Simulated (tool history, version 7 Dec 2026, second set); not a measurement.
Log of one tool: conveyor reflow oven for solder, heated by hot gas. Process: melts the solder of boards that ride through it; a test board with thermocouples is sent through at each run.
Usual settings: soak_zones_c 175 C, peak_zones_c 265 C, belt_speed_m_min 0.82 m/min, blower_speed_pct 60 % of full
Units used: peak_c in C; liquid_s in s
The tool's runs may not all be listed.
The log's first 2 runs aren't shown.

run 3 hour=41.6 | soak_zones_c=175 peak_zones_c=265 belt_speed_m_min=0.82 blower_speed_pct=60 | peak_c=247.2 liquid_s=36.0
run 4 hour=60.2 | soak_zones_c=175 peak_zones_c=265 belt_speed_m_min=0.82 blower_speed_pct=60 | peak_c=246.7 liquid_s=35.5
run 5 hour=82.2 | soak_zones_c=175 peak_zones_c=265 belt_speed_m_min=0.82 blower_speed_pct=60 | peak_c=247.4 liquid_s=35.2
run 6 hour=107.4 | soak_zones_c=175 peak_zones_c=265 belt_speed_m_min=0.82 blower_speed_pct=60 | peak_c=247.6 liquid_s=35.7
run 7 hour=118.4 | soak_zones_c=175 peak_zones_c=265 belt_speed_m_min=0.82 blower_speed_pct=60 | peak_c=246.1 liquid_s=35.3
run 8 hour=134.8 | soak_zones_c=175 peak_zones_c=265 belt_speed_m_min=0.82 blower_speed_pct=60 | peak_c=245.8 liquid_s=35.1
run 9 hour=152.0 | soak_zones_c=175 peak_zones_c=265 belt_speed_m_min=0.82 blower_speed_pct=60 | peak_c=246.8 liquid_s=35.2
run 10 hour=176.3 | soak_zones_c=175 peak_zones_c=258 belt_speed_m_min=0.82 blower_speed_pct=60 | peak_c=240.9 liquid_s=31.1
run 11 hour=197.0 | soak_zones_c=175 peak_zones_c=258 belt_speed_m_min=0.82 blower_speed_pct=60 | peak_c=241.0 liquid_s=31.5
run 12 hour=222.2 | soak_zones_c=175 peak_zones_c=258 belt_speed_m_min=0.82 blower_speed_pct=60 | peak_c=240.0 liquid_s=31.1
run 13 hour=245.7 | soak_zones_c=175 peak_zones_c=258 belt_speed_m_min=0.82 blower_speed_pct=60 | peak_c=240.8 liquid_s=31.2
run 14 hour=261.7 | soak_zones_c=175 peak_zones_c=258 belt_speed_m_min=0.82 blower_speed_pct=60 | peak_c=240.6 liquid_s=31.8
run 15 hour=278.6 | soak_zones_c=175 peak_zones_c=258 belt_speed_m_min=0.82 blower_speed_pct=60 | peak_c=239.4 liquid_s=31.2
run 16 hour=303.4 | soak_zones_c=175 peak_zones_c=258 belt_speed_m_min=0.82 blower_speed_pct=60 | peak_c=239.7 liquid_s=31.3
run 17 hour=319.7 | soak_zones_c=175 peak_zones_c=264 belt_speed_m_min=0.82 blower_speed_pct=60 | peak_c=245.3 liquid_s=34.6
run 18 hour=342.9 | soak_zones_c=187 peak_zones_c=278 belt_speed_m_min=0.82 blower_speed_pct=68 | peak_c=260.6 liquid_s=45.3
run 19 hour=354.1 | soak_zones_c=163 peak_zones_c=278 belt_speed_m_min=0.82 blower_speed_pct=68 | peak_c=256.9 liquid_s=38.1

Run 20 comes next. What will it give?
run 20 hour=368.0 | soak_zones_c=180 peak_zones_c=265 belt_speed_m_min=0.82 blower_speed_pct=66 | peak_c=? liquid_s=?

peak_c: 248.8 C
liquid_s: 38.0 s
If the tool had no hidden condition, the same run with the same run-to-run variation would have returned peak_c 251.6 C, liquid_s 39.5 s.
